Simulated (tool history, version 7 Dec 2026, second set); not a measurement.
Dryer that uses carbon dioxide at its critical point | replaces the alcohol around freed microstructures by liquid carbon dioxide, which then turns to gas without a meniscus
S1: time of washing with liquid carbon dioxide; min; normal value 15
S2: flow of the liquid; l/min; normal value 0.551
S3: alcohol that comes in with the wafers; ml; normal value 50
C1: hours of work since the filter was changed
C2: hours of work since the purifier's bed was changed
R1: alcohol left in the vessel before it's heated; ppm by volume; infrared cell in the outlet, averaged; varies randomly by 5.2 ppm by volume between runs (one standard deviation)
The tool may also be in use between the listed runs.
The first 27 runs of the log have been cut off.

run   hour  S1     S2  S3   C1   C2    R1
 28  180.8  16  0.819  50  147  171    71
 29  186.8  16  0.819  50  150  174    77
 30  191.9  15  0.551  50  153  177   311
 31  200.1  17  0.453  47  157  181   391
     202.1  -- inlet filter changed
 32    209   9  0.871  50    3  185   218
 33  214.2  15   0.38  82    6  188  1122
 34    219  15   0.38  82    8  190  1117
 35  225.2  15   0.38  82   11  193  1146
 36  229.2  15  0.504  60   13  195   282

4 ways to go on from here, each from the tool as it stands after run 36. What would each give?
  A  238.2  17  0.551   50  18  200   ?
  B  238.2  15  0.551   22  18  200   ?
  C  238.2  11  0.504   94  18  200   ?
  D  238.2  15  0.536  109  18  200   ?

run    R1
  A   117
  B   123
  C  1551
  D   348
What these runs would have given with no unlogged condition in the tool:
run    R1
  A    44
  B    51
  C  1365
  D   248
